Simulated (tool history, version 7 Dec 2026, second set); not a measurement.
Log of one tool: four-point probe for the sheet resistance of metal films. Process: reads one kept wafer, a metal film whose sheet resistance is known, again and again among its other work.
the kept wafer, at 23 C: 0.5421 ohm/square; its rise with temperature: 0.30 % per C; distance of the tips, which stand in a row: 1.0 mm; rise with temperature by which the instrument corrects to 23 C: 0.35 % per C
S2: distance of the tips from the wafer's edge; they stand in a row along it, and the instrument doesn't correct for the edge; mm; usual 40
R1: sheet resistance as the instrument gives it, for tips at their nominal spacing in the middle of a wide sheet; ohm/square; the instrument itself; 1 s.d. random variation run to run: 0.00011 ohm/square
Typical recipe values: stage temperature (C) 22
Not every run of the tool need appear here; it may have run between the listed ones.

Run 1, hour 0.0: usual settings. Result: R1 0.545313 ohm/square.
Run 2, hour 40.0: usual settings. Result: R1 0.544945 ohm/square.
Run 3, hour 99.0: usual settings but S2 51 mm. Result: R1 0.544975 ohm/square.
Run 4, hour 135.7: usual settings but S2 10 mm. Result: R1 0.547629 ohm/square.
Run 5, hour 192.0: usual settings but S2 10 mm. Result: R1 0.547406 ohm/square.
Run 6, hour 253.4: usual settings but stage temperature (C) 19. Result: R1 0.545468 ohm/square.
Run 7, hour 294.5: usual settings. Result: R1 0.544650 ohm/square.
Run 8, hour 320.7: usual settings. Result: R1 0.544497 ohm/square.
Run 9, hour 348.5: usual settings. Result: R1 0.544637 ohm/square.
Run 10, hour 395.1: usual settings. Result: R1 0.544345 ohm/square.
Run 11, hour 447.1: usual settings. Result: R1 0.544246 ohm/square.
Run 12, hour 505.5: usual settings. Result: R1 0.544209 ohm/square.
Run 13, hour 546.6: usual settings but stage temperature (C) 30. Result: R1 0.542581 ohm/square.
Run 14, hour 596.9: usual settings but stage temperature (C) 30. Result: R1 0.542251 ohm/square.
Run 15, hour 649.4: usual settings but stage temperature (C) 30. Result: R1 0.542032 ohm/square.
Run 16, hour 692.8: usual settings. Result: R1 0.543900 ohm/square.
Run 17, hour 753.4: usual settings. Result: R1 0.544075 ohm/square.
Run 18, hour 790.7: usual settings but S2 4 mm. Result: R1 0.561040 ohm/square.
Run 19, hour 838.6: usual settings but S2 4 mm. Result: R1 0.561066 ohm/square.
Run 20, hour 888.2: usual settings. Result: R1 0.543398 ohm/square.
Run 21, hour 929.8: usual settings. Result: R1 0.543473 ohm/square.
Run 22, hour 965.7: usual settings but stage temperature (C) 34. Result: R1 0.540650 ohm/square.
Run 23, hour 992.8: usual settings but stage temperature (C) 34. Result: R1 0.540556 ohm/square.
Run 24, hour 1045.1: usual settings but stage temperature (C) 30, S2 19 mm. Result: R1 0.541909 ohm/square.
Run 25, hour 1097.9: usual settings but S2 31 mm. Result: R1 0.543400 ohm/square.
Run 26, hour 1142.4: usual settings but S2 31 mm. Result: R1 0.543265 ohm/square.
Run 27, hour 1202.2: usual settings but S2 6 mm. Result: R1 0.550957 ohm/square.
Run 28, hour 1231.4: usual settings but stage temperature (C) 23, S2 5 mm. Result: R1 0.553999 ohm/square.
Run 29, hour 1260.1: usual settings but stage temperature (C) 23, S2 5 mm. Result: R1 0.553742 ohm/square.
Run 30, hour 1321.0: usual settings but stage temperature (C) 21, S2 19 mm. Result: R1 0.543714 ohm/square.
Run 31, hour 1353.6: usual settings but stage temperature (C) 21, S2 19 mm. Result: R1 0.543699 ohm/square.
Run 32, hour 1406.6: usual settings but stage temperature (C) 29, S2 61 mm. Result: R1 0.540853 ohm/square.
Run 33, hour 1467.3: usual settings but stage temperature (C) 26, S2 61 mm. Result: R1 0.541430 ohm/square.
Run 34, hour 1521.9: usual settings but stage temperature (C) 30, S2 3 mm. Result: R1 0.570575 ohm/square.
Run 35, hour 1575.1: usual settings but stage temperature (C) 30, S2 3 mm. Result: R1 0.570486 ohm/square.
Run 36, hour 1627.8: usual settings but S2 33 mm. Result: R1 0.542386 ohm/square.
Run 37, hour 1687.8: usual settings but S2 33 mm. Result: R1 0.542299 ohm/square.
Run 38, hour 1719.2: usual settings but stage temperature (C) 26, S2 3 mm. Result: R1 0.571056 ohm/square.
Run 39, hour 1766.3: usual settings but stage temperature (C) 26, S2 3 mm. Result: R1 0.571407 ohm/square.
Run 40, hour 1798.3: usual settings but stage temperature (C) 25, S2 4 mm. Result: R1 0.558696 ohm/square.
Run 41, hour 1846.5: usual settings but stage temperature (C) 33, S2 15 mm. Result: R1 0.540512 ohm/square.
Run 42, hour 1893.6: usual settings but stage temperature (C) 33, S2 15 mm. Result: R1 0.540252 ohm/square.
Run 43, hour 1934.9: usual settings but stage temperature (C) 20, S2 7 mm. Result: R1 0.547862 ohm/square.
Run 44, hour 1963.5: usual settings but stage temperature (C) 20, S2 9 mm. Result: R1 0.545474 ohm/square.
Run 45, hour 2001.5: usual settings but stage temperature (C) 26, S2 14 mm. Result: R1 0.541858 ohm/square.

Branching from run 45: 3 alternative next runs. What would each branch give?
Run A, hour 2059.0: usual settings but S2 4 mm. Result: R1 ?.
Run B, hour 2059.0: usual settings but stage temperature (C) 25, S2 13 mm. Result: R1 ?.
Run C, hour 2059.0: usual settings but stage temperature (C) 21, S2 12 mm. Result: R1 ?.

run        R1
  A  0.558762
  B  0.542381
  C  0.543628
Stripped of hidden state, with their random variation kept, the same runs would have yielded:
run        R1
  A  0.559849
  B  0.543433
  C  0.544688

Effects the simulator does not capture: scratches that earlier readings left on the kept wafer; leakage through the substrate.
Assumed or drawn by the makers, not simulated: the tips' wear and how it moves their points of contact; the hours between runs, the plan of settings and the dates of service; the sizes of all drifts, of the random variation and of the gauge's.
